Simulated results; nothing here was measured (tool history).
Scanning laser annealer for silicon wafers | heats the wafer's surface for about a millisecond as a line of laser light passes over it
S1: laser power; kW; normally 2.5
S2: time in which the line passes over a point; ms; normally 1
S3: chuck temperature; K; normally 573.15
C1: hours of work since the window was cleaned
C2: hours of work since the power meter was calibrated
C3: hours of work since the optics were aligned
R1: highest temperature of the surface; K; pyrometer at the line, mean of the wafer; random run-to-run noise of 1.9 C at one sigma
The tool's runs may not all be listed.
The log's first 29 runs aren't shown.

run	hour	S1	S2	S3	C1	C2	C3	R1
30	1735.2	2.605	0.98	589.15	336	2136	178	1441.15
31	1815.5	2.196	0.75	589.15	389	2189	232	1182.15
32	1854.7	2.5	0.82	590.15	416	2215	258	1314.15
33	1933.1	2.454	0.8	569.15	468	2267	310	1265.15
34	1999.6	2.454	0.8	569.15	512	2311	354	1267.15
35	2072.1	2.454	0.8	569.15	560	2359	402	1261.15
# hour 2137.1: window over the wafer cleaned
36	2148	2.148	0.74	562.15	7	2408	451	1140.15
37	2205.9	2.164	0.74	563.15	46	2447	489	1144.15
38	2280.4	2.359	0.99	606.15	95	2496	539	1370.15

What if the next run were any one of these 3? Each begins from the tool's condition after run 38:
A	2329	2.332	0.99	555.15	127	2528	571	?
B	2329	2.359	0.84	606.15	127	2528	571	?
C	2329	2.291	0.76	552.15	127	2528	571	?

run	R1
A	1307.15
B	1296.15
C	1181.15
Without the tool's hidden state the same runs would have given:
run	R1
A	1325.15
B	1313.15
C	1197.15
